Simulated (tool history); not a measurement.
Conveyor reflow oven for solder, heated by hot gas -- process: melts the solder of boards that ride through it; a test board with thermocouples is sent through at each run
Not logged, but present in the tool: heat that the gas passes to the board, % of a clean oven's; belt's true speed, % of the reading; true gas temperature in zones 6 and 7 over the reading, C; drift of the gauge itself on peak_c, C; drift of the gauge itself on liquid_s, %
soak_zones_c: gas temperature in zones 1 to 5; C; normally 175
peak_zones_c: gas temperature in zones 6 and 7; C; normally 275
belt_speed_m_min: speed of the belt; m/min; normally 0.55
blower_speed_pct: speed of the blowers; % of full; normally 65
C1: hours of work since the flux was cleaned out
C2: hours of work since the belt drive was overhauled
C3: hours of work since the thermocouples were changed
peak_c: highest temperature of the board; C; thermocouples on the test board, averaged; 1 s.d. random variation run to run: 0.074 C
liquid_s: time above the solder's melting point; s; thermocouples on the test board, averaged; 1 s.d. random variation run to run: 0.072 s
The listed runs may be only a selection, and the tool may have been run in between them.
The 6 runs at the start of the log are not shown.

run 7 hour=220.3 | soak_zones_c=175 peak_zones_c=275 belt_speed_m_min=0.55 blower_speed_pct=58 | C1=260 C2=1131 C3=155 | peak_c=259.33 liquid_s=63.28
run 8 hour=250.7 | soak_zones_c=175 peak_zones_c=275 belt_speed_m_min=0.55 blower_speed_pct=65 | C1=281 C2=1152 C3=177 | peak_c=260.65 liquid_s=64.29
run 9 hour=277.1 | soak_zones_c=175 peak_zones_c=275 belt_speed_m_min=0.55 blower_speed_pct=65 | C1=300 C2=1171 C3=195 | peak_c=260.65 liquid_s=64.29
run 10 hour=318.1 | soak_zones_c=175 peak_zones_c=275 belt_speed_m_min=0.55 blower_speed_pct=80 | C1=328 C2=1200 C3=224 | peak_c=262.93 liquid_s=65.79
-- hour=325 belt drive overhauled, speed set with a stopwatch
run 11 hour=344.2 | soak_zones_c=175 peak_zones_c=275 belt_speed_m_min=0.55 blower_speed_pct=80 | C1=344 C2=13 C3=240 | peak_c=262.96 liquid_s=66.45
-- hour=359.9 flux residue cleaned out of gas plates and filters
run 12 hour=391.7 | soak_zones_c=180 peak_zones_c=275 belt_speed_m_min=0.55 blower_speed_pct=65 | C1=22 C2=43 C3=270 | peak_c=263.18 liquid_s=68.33
run 13 hour=431 | soak_zones_c=175 peak_zones_c=275 belt_speed_m_min=0.55 blower_speed_pct=65 | C1=50 C2=71 C3=298 | peak_c=262.48 liquid_s=66.16
-- hour=454 belt drive overhauled, speed set with a stopwatch, once more
run 14 hour=462 | soak_zones_c=175 peak_zones_c=275 belt_speed_m_min=0.55 blower_speed_pct=65 | C1=69 C2=6 C3=317 | peak_c=261.6 liquid_s=63.77
run 15 hour=496.7 | soak_zones_c=175 peak_zones_c=275 belt_speed_m_min=0.55 blower_speed_pct=65 | C1=94 C2=30 C3=341 | peak_c=261.44 liquid_s=63.66
run 16 hour=532 | soak_zones_c=175 peak_zones_c=275 belt_speed_m_min=0.55 blower_speed_pct=84 | C1=119 C2=55 C3=366 | peak_c=264.42 liquid_s=65.77
run 17 hour=558.3 | soak_zones_c=175 peak_zones_c=275 belt_speed_m_min=0.472 blower_speed_pct=57 | C1=137 C2=74 C3=385 | peak_c=264.14 liquid_s=76.46
run 18 hour=586.1 | soak_zones_c=175 peak_zones_c=275 belt_speed_m_min=0.55 blower_speed_pct=81 | C1=157 C2=93 C3=404 | peak_c=263.84 liquid_s=65.46
run 19 hour=611.1 | soak_zones_c=175 peak_zones_c=275 belt_speed_m_min=0.55 blower_speed_pct=81 | C1=174 C2=111 C3=422 | peak_c=263.72 liquid_s=65.34
run 20 hour=642.7 | soak_zones_c=175 peak_zones_c=271 belt_speed_m_min=0.451 blower_speed_pct=65 | C1=197 C2=133 C3=444 | peak_c=262.64 liquid_s=79.98
run 21 hour=680.8 | soak_zones_c=165 peak_zones_c=275 belt_speed_m_min=0.552 blower_speed_pct=65 | C1=223 C2=160 C3=471 | peak_c=259.25 liquid_s=58.97
run 22 hour=711.1 | soak_zones_c=165 peak_zones_c=275 belt_speed_m_min=0.573 blower_speed_pct=85 | C1=245 C2=181 C3=492 | peak_c=261.45 liquid_s=58.45
run 23 hour=749.1 | soak_zones_c=175 peak_zones_c=275 belt_speed_m_min=0.55 blower_speed_pct=71 | C1=272 C2=208 C3=519 | peak_c=261.87 liquid_s=64.12
run 24 hour=767.6 | soak_zones_c=179 peak_zones_c=275 belt_speed_m_min=0.585 blower_speed_pct=65 | C1=285 C2=221 C3=532 | peak_c=259.29 liquid_s=59.92
run 25 hour=811.2 | soak_zones_c=175 peak_zones_c=270 belt_speed_m_min=0.55 blower_speed_pct=53 | C1=315 C2=252 C3=563 | peak_c=253.49 liquid_s=58.14
run 26 hour=838.7 | soak_zones_c=186 peak_zones_c=285 belt_speed_m_min=0.609 blower_speed_pct=85 | C1=335 C2=271 C3=582 | peak_c=271.2 liquid_s=65.39
-- hour=865.7 flux residue cleaned out of gas plates and filters
run 27 hour=883.4 | soak_zones_c=186 peak_zones_c=285 belt_speed_m_min=0.609 blower_speed_pct=85 | C1=12 C2=299 C3=610 | peak_c=273.5 liquid_s=66.07
run 28 hour=907 | soak_zones_c=175 peak_zones_c=275 belt_speed_m_min=0.47 blower_speed_pct=83 | C1=29 C2=316 C3=627 | peak_c=269.02 liquid_s=80.31
run 29 hour=927.4 | soak_zones_c=185 peak_zones_c=275 belt_speed_m_min=0.538 blower_speed_pct=83 | C1=44 C2=330 C3=641 | peak_c=266.87 liquid_s=72.38
run 30 hour=945.6 | soak_zones_c=161 peak_zones_c=275 belt_speed_m_min=0.55 blower_speed_pct=65 | C1=56 C2=343 C3=654 | peak_c=260.43 liquid_s=58.97
run 31 hour=982.7 | soak_zones_c=175 peak_zones_c=275 belt_speed_m_min=0.513 blower_speed_pct=53 | C1=83 C2=369 C3=680 | peak_c=261.88 liquid_s=68.96

Alternative continuations, all from the tool just after run 31; predict every row:
run A hour=1024.2 | soak_zones_c=175 peak_zones_c=278 belt_speed_m_min=0.473 blower_speed_pct=72 | C1=112 C2=399 C3=710 | peak_c=? liquid_s=?
run B hour=1024.2 | soak_zones_c=169 peak_zones_c=279 belt_speed_m_min=0.53 blower_speed_pct=65 | C1=112 C2=399 C3=710 | peak_c=? liquid_s=?
run C hour=1024.2 | soak_zones_c=175 peak_zones_c=276 belt_speed_m_min=0.55 blower_speed_pct=65 | C1=112 C2=399 C3=710 | peak_c=? liquid_s=?

run=A peak_c=270.03 liquid_s=80.22
run=B peak_c=266.07 liquid_s=67.26
run=C peak_c=263.1 liquid_s=64.95
Take away the tool's hidden state, keep each run's random variation, and the runs would have read:
run=A peak_c=269.47 liquid_s=79.7
run=B peak_c=265.67 liquid_s=66.86
run=C peak_c=262.69 liquid_s=64.57

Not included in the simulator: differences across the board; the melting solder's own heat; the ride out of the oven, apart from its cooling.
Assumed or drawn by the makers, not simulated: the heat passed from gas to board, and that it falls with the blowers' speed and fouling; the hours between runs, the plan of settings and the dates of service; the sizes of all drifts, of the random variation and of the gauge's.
